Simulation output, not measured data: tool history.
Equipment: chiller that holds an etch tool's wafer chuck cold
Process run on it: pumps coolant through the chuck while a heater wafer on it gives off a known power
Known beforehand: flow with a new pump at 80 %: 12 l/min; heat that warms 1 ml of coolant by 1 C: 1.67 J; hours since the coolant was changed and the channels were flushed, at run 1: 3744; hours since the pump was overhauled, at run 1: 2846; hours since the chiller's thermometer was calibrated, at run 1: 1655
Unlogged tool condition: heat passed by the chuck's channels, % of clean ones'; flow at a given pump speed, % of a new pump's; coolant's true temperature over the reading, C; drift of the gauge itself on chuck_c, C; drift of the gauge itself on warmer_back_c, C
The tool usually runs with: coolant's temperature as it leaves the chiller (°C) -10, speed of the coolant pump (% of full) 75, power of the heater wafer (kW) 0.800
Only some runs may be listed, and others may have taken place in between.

run,day,coolant's temperature as it leaves the chiller (°C),speed of the coolant pump (% of full),power of the heater wafer (kW),hours since the coolant was changed and the channels were flushed,hours since the pump was overhauled,hours since the chiller's thermometer was calibrated,chuck's temperature once it has settled (°C),how much warmer the coolant comes back (C)
1,0.000,-10,75,0.800,3744,2846,1655,-4.3,2.58
2,5.388,-10,75,0.800,3873,2976,1784,-4.4,2.57
3,10.746,-10,75,0.800,4002,3104,1912,-4.4,2.64
4,14.004,-10,75,0.800,4080,3182,1991,-4.1,2.64
5,18.204,-1,75,0.800,4181,3283,2091,4.5,2.65
6,22.762,-1,75,0.800,4290,3393,2201,4.8,2.61
7,29.012,-1,75,0.800,4440,3542,2351,4.6,2.67
8,31.838,-10,75,0.649,4508,3610,2419,-5.4,2.23
9,38.392,-10,75,0.649,4665,3768,2576,-5.4,2.22
10,41.546,-10,97,0.762,4741,3843,2652,-5.5,2.03
11,48.421,-17,63,0.470,4906,4008,2817,-13.2,2.00
12,51.533,-18,68,1.118,4981,4083,2891,-9.6,4.13
13,55.762,0,91,0.520,5082,4184,2993,3.2,1.62
14,59.942,-10,91,1.129,5182,4285,3093,-3.1,3.26
15,64.404,-10,91,1.129,5290,4392,3200,-2.9,3.20
# day 69.158: chiller's thermometer calibrated
16,70.508,-10,91,1.129,5435,4537,32,-3.1,3.29
17,74.725,-10,91,1.129,5536,4639,134,-3.1,3.24
18,78.746,-13,63,0.642,5633,4735,230,-7.8,2.82

Consider 5 possible next runs. They are alternatives, not a sequence: every one starts from the tool as it was left by run 18. What does each give?
A,82.150,-2,94,0.795,5714,4817,312,?,?
B,82.150,-15,89,0.642,5714,4817,312,?,?
C,82.150,-13,62,0.631,5714,4817,312,?,?
D,82.150,-13,83,0.410,5714,4817,312,?,?
E,82.150,-14,69,0.642,5714,4817,312,?,?

run,chuck's temperature once it has settled (°C),how much warmer the coolant comes back (C)
A,2.8,2.33
B,-10.8,2.10
C,-7.9,2.80
D,-10.4,1.54
E,-9.2,2.58
The same runs, with their run-to-run variation unchanged, on a tool lacking any hidden condition would have given:
run,chuck's temperature once it has settled (°C),how much warmer the coolant comes back (C)
A,2.7,2.00
B,-10.9,1.77
C,-7.9,2.46
D,-10.4,1.21
E,-9.2,2.24

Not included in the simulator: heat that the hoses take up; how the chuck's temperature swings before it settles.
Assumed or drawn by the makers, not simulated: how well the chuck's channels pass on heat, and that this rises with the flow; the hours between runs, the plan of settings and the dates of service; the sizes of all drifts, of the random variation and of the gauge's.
